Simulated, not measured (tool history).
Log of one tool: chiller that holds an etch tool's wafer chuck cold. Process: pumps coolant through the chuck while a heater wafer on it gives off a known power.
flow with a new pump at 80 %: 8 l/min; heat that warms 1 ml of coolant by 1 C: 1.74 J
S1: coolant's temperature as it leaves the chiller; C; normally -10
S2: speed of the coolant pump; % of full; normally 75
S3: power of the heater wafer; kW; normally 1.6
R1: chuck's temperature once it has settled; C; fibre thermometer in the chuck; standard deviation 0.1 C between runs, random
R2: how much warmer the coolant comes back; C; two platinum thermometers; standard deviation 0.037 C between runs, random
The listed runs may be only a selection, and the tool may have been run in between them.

run 1 hour=0 | S1=-10 S2=75 S3=1.6 | R1=10.7 R2=7.32
run 2 hour=80 | S1=-10 S2=75 S3=1.6 | R1=10.8 R2=7.41
run 3 hour=158.3 | S1=-11 S2=75 S3=1.6 | R1=9.8 R2=7.42
run 4 hour=212.9 | S1=-11 S2=75 S3=1.6 | R1=9.7 R2=7.43
run 5 hour=304.3 | S1=-11 S2=75 S3=1.6 | R1=9.6 R2=7.48
run 6 hour=362.4 | S1=-10 S2=75 S3=0.991 | R1=3 R2=4.67
run 7 hour=417.2 | S1=-10 S2=88 S3=1.6 | R1=8.9 R2=6.35
run 8 hour=487.7 | S1=-10 S2=88 S3=1.6 | R1=8.9 R2=6.51
run 9 hour=551.1 | S1=-10 S2=88 S3=1.6 | R1=9 R2=6.42
run 10 hour=627.1 | S1=-10 S2=88 S3=1.6 | R1=8.8 R2=6.51
run 11 hour=681.2 | S1=-10 S2=75 S3=1.674 | R1=11.6 R2=7.94
run 12 hour=724.7 | S1=-10 S2=75 S3=1.674 | R1=11.6 R2=7.93
run 13 hour=812.4 | S1=-10 S2=75 S3=1.674 | R1=11.7 R2=8.07
-- hour=845.2 gauge calibrated
run 14 hour=878.4 | S1=-10 S2=75 S3=1.674 | R1=11.4 R2=7.8
run 15 hour=918.6 | S1=-15 S2=62 S3=2.345 | R1=18.6 R2=13.17
run 16 hour=995.5 | S1=-10 S2=69 S3=1.535 | R1=10.6 R2=7.72
run 17 hour=1065.4 | S1=-10 S2=82 S3=1.535 | R1=9 R2=6.58
run 18 hour=1140.4 | S1=-10 S2=73 S3=0.929 | R1=2.2 R2=4.49
run 19 hour=1196.8 | S1=-10 S2=63 S3=1.191 | R1=7.1 R2=6.65
run 20 hour=1260.3 | S1=-10 S2=63 S3=1.191 | R1=7.1 R2=6.7
run 21 hour=1300.4 | S1=-10 S2=65 S3=1.71 | R1=14 R2=9.32
run 22 hour=1384.1 | S1=-19 S2=75 S3=1.6 | R1=1.6 R2=7.54

Pick out some run-to-run changes in R2. Of each, how much would a tool without hidden state show as well, from the settings, what came in and chance, and how much is left for the hidden state and any gauge scatter not in both results compared?
Unlogged tool condition in this case: heat passed by the chuck's channels, % of clean ones'; flow at a given pump speed, % of a new pump's; coolant's true temperature over the reading, C; drift of the gauge itself on chuck_c, C; drift of the gauge itself on warmer_back_c, C.
Run 4 -> 5: no setting changed, nothing entered. R2 +0.05 C: hidden state +0.04, all else +0.01.
Run 13 -> 14: gauge calibrated. R2 -0.27 C: hidden state -0.29, all else +0.02.
Run 14 -> 15: S1 -10 -> -15, S2 75 -> 62, S3 1.674 -> 2.345. R2 +5.37 C: hidden state +0.01, all else +5.36.
Run 15 -> 16: S1 -15 -> -10, S2 62 -> 69, S3 2.345 -> 1.535. R2 -5.45 C: hidden state +0.02, all else -5.47.
